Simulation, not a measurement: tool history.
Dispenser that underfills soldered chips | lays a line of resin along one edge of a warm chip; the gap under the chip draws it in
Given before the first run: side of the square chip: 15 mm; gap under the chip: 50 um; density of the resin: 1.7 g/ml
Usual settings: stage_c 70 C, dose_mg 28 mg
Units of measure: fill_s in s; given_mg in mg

run,hour,stage_c,dose_mg,fill_s,given_mg
1,0,70,28,832.8,26.43
# hour 0.8: new syringe of resin
# hour 2.2: dispensing valve cleaned and set on the balance
2,5.9,70,28,515.3,28.06
3,10.2,70,28,689.9,27.91
# hour 13.7: new syringe of resin
4,16.4,81,28,284.9,27.9
5,22.2,81,28,427.2,27.76
# hour 25.9: new syringe of resin
6,26.7,81,28,246.4,27.97
7,32.5,70,36,611.2,35.96
8,36.7,70,27.7,841.3,27.39
# hour 38.1: new syringe of resin
9,41.6,70,27.7,497.8,27.28
10,46.7,70,27.7,707.9,27.16
# hour 50.1: new syringe of resin
11,51.2,70,27.7,435.5,27.06
12,54.2,70,27.7,538.7,26.96
13,60.4,70,27.7,841.3,27.09
# hour 62.4: new syringe of resin
14,66.5,70,28,525.9,27.18
15,71.6,70,28,750,27.37
# hour 74.5: new syringe of resin
16,77.5,70,28,501.1,27.26
17,82.1,70,28,669.6,27.26
18,85.3,70,28,832,26.83
# hour 86.4: new syringe of resin
19,90.9,75,27.2,440.3,26.18
20,95.8,73,28,663.7,26.86
# hour 98.3: new syringe of resin
21,102.1,70,25.8,530.8,24.69
22,108.3,69,27.2,835.7,25.89
# hour 110.6: new syringe of resin
23,114.4,71,32.5,488.9,30.69
24,119.6,81,31.8,442.3,29.9
# hour 122.7: new syringe of resin
25,125.1,69,36.3,490.8,34.18
26,128.9,78,35.6,412.7,33.53
27,131.8,59,30.3,1285.9,28.76
# hour 133.7: dispensing valve cleaned and set on the balance
# hour 135.7: new syringe of resin
28,138.7,59,30.3,842.1,30.17
29,145.1,79,34.4,496.8,34.46
# hour 147.8: new syringe of resin
30,148.8,58,31.2,775.5,31.17
31,153.4,61,35.9,914.9,35.67
32,156.5,61,35.9,1129.7,35.84
# hour 159.9: new syringe of resin
33,161.6,59,27.5,800.9,27.33
34,167,71,25.7,653.1,25.43
35,171,71,25.7,862.8,25.19
# hour 171.8: new syringe of resin
36,176.1,71,25.7,532.6,25.28

What if the next run were any one of these 4? Each begins from the tool's condition after run 36:
A,181.5,68,36.2,?,?
B,181.5,57,28,?,?
C,181.5,71,27.2,?,?
D,181.5,57,28,?,?

run,fill_s,given_mg
A,864,35.55
B,1520.2,27.31
C,761.6,26.67
D,1536.2,27.5
Take away the tool's hidden state, keep each run's random variation, and the runs would have read:
run,fill_s,given_mg
A,406.1,36.21
B,708.4,27.82
C,357.6,27.17
D,716,28.01
